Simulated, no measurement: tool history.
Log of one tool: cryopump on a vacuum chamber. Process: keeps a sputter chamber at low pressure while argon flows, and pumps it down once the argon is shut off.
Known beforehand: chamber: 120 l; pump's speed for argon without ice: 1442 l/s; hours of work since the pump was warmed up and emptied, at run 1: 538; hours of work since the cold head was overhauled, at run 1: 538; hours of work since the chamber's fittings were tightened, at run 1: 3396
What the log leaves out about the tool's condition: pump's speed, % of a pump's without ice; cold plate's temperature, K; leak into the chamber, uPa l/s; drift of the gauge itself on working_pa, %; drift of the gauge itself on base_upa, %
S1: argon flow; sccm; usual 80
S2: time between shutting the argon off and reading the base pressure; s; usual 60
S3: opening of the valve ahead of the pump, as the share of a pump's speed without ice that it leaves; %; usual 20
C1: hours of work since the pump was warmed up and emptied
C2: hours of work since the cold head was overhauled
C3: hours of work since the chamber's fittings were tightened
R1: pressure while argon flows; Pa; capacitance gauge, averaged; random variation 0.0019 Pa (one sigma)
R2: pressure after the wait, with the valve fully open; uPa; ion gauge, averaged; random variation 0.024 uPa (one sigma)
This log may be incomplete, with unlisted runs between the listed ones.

run    hour   S1   S2  S3    C1    C2    C3      R1    R2
  1       0   80   60  20   538   538  3396  0.4805  1.79
  2   101.5   80   60  24   602   602  3459  0.4021  1.83
  3   155.2   80   60  54   635   635  3493   0.186  1.86
  4   212.4   80   60  15   671   671  3529  0.6417  1.88
  5   315.4   80   60  15   735   735  3593  0.6369  1.83
  6   380.1   75   60  15   776   776  3633  0.5981  1.86
  7   445.1   75   60  15   817   817  3674  0.6014  1.93
  8   544.1   75   60  15   879   879  3736  0.6015  1.98
  9   644.3   75   60  30   941   941  3799  0.3073  1.97
 10   728.5   75   60  30   994   994  3852  0.3099     2
 11   846.3   75   60  30  1068  1068  3925  0.3119  2.02
      891.4  -- leaking fittings of the chamber tightened, without venting
 12   900.6   75   60  30  1101  1101     6  0.3116  0.95
 13   993.6   57   60  20  1159  1159    64  0.3488  0.99
     1017.4  -- pump warmed up, emptied and cooled again
 14    1078   80   32  20    38  1208   114  0.4709  1.61
 15  1134.1   91  218  24    73  1244   149  0.4487  0.46
 16  1208.7  157   60  20   120  1290   195  0.9247  0.99
 17  1306.5  124   59  20   181  1351   257   0.735  1.04
 18  1369.5  124   59  20   220  1391   296  0.7339     1
 19  1471.1   34  228  25   284  1454   360  0.1609  0.49
 20  1558.1  124   60  40   338  1509   414  0.3741  1.08
 21  1656.1   51  131  17   400  1570   476  0.3589  0.71
 22  1772.6   42  131  52   473  1643   548  0.1004  0.69
 23  1831.9   60   29  41   510  1680   586  0.1799  1.84
 24  1902.8   60   29  41   554  1725   630  0.1799   1.8
 25  1953.9   60   29  41   586  1757   662  0.1805  1.88
 26  2008.3   98   33  20   620  1791   696  0.5949  1.74
 27  2076.8   76   43  26   663  1834   739  0.3545  1.39

Branching from run 27: 4 alternative next runs. What would each branch give?
  A  2168.2  33  103  20  720  1891  796   ?   ?
  B  2168.2  37  222  26  720  1891  796   ?   ?
  C  2168.2  39   60  20  720  1891  796   ?   ?
  D  2168.2  76  247  33  720  1891  796   ?   ?

run      R1    R2
  A  0.1991  0.87
  B  0.1728  0.63
  C  0.2343  1.13
  D  0.2836  0.65
What these runs would have given with no unlogged condition in the tool:
run      R1    R2
  A   0.193  0.62
  B   0.166  0.38
  C  0.2271  0.88
  D  0.2697  0.41
